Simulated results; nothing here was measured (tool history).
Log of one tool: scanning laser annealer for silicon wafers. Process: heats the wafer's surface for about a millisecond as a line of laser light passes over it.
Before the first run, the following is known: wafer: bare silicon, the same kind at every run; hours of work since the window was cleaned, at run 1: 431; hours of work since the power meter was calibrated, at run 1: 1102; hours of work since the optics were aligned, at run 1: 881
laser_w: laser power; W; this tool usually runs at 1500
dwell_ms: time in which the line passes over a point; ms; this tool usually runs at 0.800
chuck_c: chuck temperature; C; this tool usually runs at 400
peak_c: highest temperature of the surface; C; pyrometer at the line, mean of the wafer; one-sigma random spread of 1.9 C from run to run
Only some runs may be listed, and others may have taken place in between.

run,hour,laser_w,dwell_ms,chuck_c,hours of work since the window was cleaned,hours of work since the power meter was calibrated,hours of work since the optics were aligned,peak_c
1,0.0,1500,0.800,400,431,1102,881,1093
2,42.8,1500,0.800,400,455,1127,906,1087
3,76.3,1500,0.800,400,475,1146,925,1089
# hour 131.7: optics aligned, line set to its width
4,137.5,1500,0.842,400,507,1178,3,1124
5,177.5,1500,0.842,400,530,1201,26,1116
# hour 215.2: window over the wafer cleaned
6,241.1,1500,0.842,400,15,1237,62,1085
7,315.4,1500,0.842,400,58,1280,105,1080
8,362.2,1500,0.842,400,85,1307,132,1079
9,405.4,1500,0.842,400,110,1332,157,1073
10,436.9,1408,0.800,400,128,1350,175,1012
11,502.6,1408,0.588,400,166,1388,213,915
# hour 551.2: window over the wafer cleaned, once more
12,565.4,1408,0.588,400,8,1423,248,983
13,601.7,1500,0.976,400,29,1444,269,1215
14,656.4,1287,0.800,400,61,1475,300,1017
15,687.8,1287,0.800,400,79,1493,318,1016
16,730.4,1287,0.800,400,103,1518,343,1015
17,789.0,1287,0.800,400,137,1552,377,1015
18,831.6,1500,0.800,400,162,1576,401,1124
19,895.7,1311,0.800,400,199,1613,438,1021
20,959.8,1311,0.973,400,236,1650,475,1083
21,998.3,1500,0.800,400,258,1672,497,1111
22,1066.8,1500,0.800,400,297,1712,537,1103
23,1097.9,1500,0.777,376,315,1730,555,1075
24,1164.3,1500,0.777,377,353,1768,593,1065
25,1214.2,1500,0.777,377,382,1797,622,1067
26,1287.2,1500,0.777,377,424,1839,664,1058
27,1337.8,1382,0.777,364,453,1868,693,988
28,1377.0,1342,0.684,364,476,1891,716,927
29,1415.6,1500,0.681,400,498,1913,738,1030
30,1456.5,1636,0.797,409,522,1936,761,1160
# hour 1507.9: window over the wafer cleaned
31,1508.0,1595,0.668,416,0,1965,790,1127
32,1546.7,1626,0.795,382,22,1987,812,1171
33,1584.2,1450,0.595,382,44,2009,834,978
34,1642.5,1365,0.779,423,78,2042,868,1065
35,1678.0,1500,0.934,435,98,2063,888,1213
36,1736.8,1500,0.934,435,132,2097,922,1209
# hour 1796.2: optics aligned, line set to its width
37,1799.1,1500,0.934,435,165,2130,2,1222
38,1869.7,1500,0.934,435,206,2171,42,1219
39,1936.6,1576,0.768,368,244,2209,81,1111
40,2005.1,1500,0.885,400,284,2249,120,1148
41,2041.6,1541,0.800,400,305,2270,141,1134

3 ways to go on from here, each from the tool as it stands after run 41. What would each give?
A,2094.9,1276,0.800,400,335,2300,172,?
B,2094.9,1441,0.800,400,335,2300,172,?
C,2094.9,1639,0.820,438,335,2300,172,?

run,peak_c
A,991
B,1079
C,1229
The same runs, with their run-to-run variation unchanged, on a tool lacking any hidden condition would have given:
run,peak_c
A,1028
B,1122
C,1280
